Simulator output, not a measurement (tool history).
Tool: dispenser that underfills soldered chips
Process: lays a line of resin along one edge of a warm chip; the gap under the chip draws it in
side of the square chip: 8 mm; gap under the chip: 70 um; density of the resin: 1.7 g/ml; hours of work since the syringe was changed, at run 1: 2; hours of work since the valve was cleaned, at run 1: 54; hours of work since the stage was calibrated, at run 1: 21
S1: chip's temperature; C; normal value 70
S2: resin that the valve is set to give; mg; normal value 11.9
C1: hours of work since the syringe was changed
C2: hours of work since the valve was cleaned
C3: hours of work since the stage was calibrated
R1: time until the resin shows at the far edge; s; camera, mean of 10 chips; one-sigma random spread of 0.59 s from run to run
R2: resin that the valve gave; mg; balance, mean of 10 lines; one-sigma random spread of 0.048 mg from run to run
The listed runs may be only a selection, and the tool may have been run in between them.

run   hour  S1    S2  C1  C2  C3     R1     R2
  1      0  70  11.9   2  54  21   57.7  11.28
       6.4  -- new syringe of resin
  2   10.6  70    11   3  60  27   62.6  10.32
      16.2  -- new syringe of resin
  3   17.5  70    11   1  64  31   56.7  10.37
      19.4  -- dispensing valve cleaned and set on the balance
  4   23.3  70  12.2   4   2  34   66.7  12.16
      27.4  -- new syringe of resin
  5   32.8  70  11.9   3   8  40     63  11.81
      37.9  -- new syringe of resin
  6   43.4  70  11.9   3  14  46     65  11.78
      48.1  -- new syringe of resin
  7   53.6  70  11.9   3  20  53   66.3  11.64
      58.3  -- new syringe of resin
  8   60.9  61  11.1   2  25  57   90.9  10.84
  9   66.2  82  11.9   5  28  60   40.7   11.6
      68.7  -- new syringe of resin
 10   75.5  78  10.7   4  34  66     49  10.33
      78.8  -- new syringe of resin
 11   82.8  56  12.4   2  38  70  127.4  11.91
      88.5  -- new syringe of resin
 12   90.9  56  14.9   1  43  75  117.5  14.28
 13   96.4  56  14.9   5  46  78  144.7  14.27
      98.2  -- new syringe of resin
 14  105.3  69  11.3   4  51  83   74.6  10.73

Had the tool no unlogged condition, and each run kept its random variation, what would the results have been?
Hidden state present: resin's viscosity, % of fresh resin's; dose that the valve gives, % of what is set; true chip temperature over the reading, C; drift of the gauge itself on fill_s, %; drift of the gauge itself on given_mg, %.
run     R1     R2
  1   50.6  11.88
  2   51.6  10.93
  3   51.2  11.03
  4   50.6  12.19
  5   50.6  11.89
  6   51.1  11.94
  7   52.1  11.87
  8     79  11.09
  9   28.8  11.92
 10     36  10.66
 11  103.3  12.35
 12  102.1  14.87
 13  101.6  14.92
 14   53.9  11.27
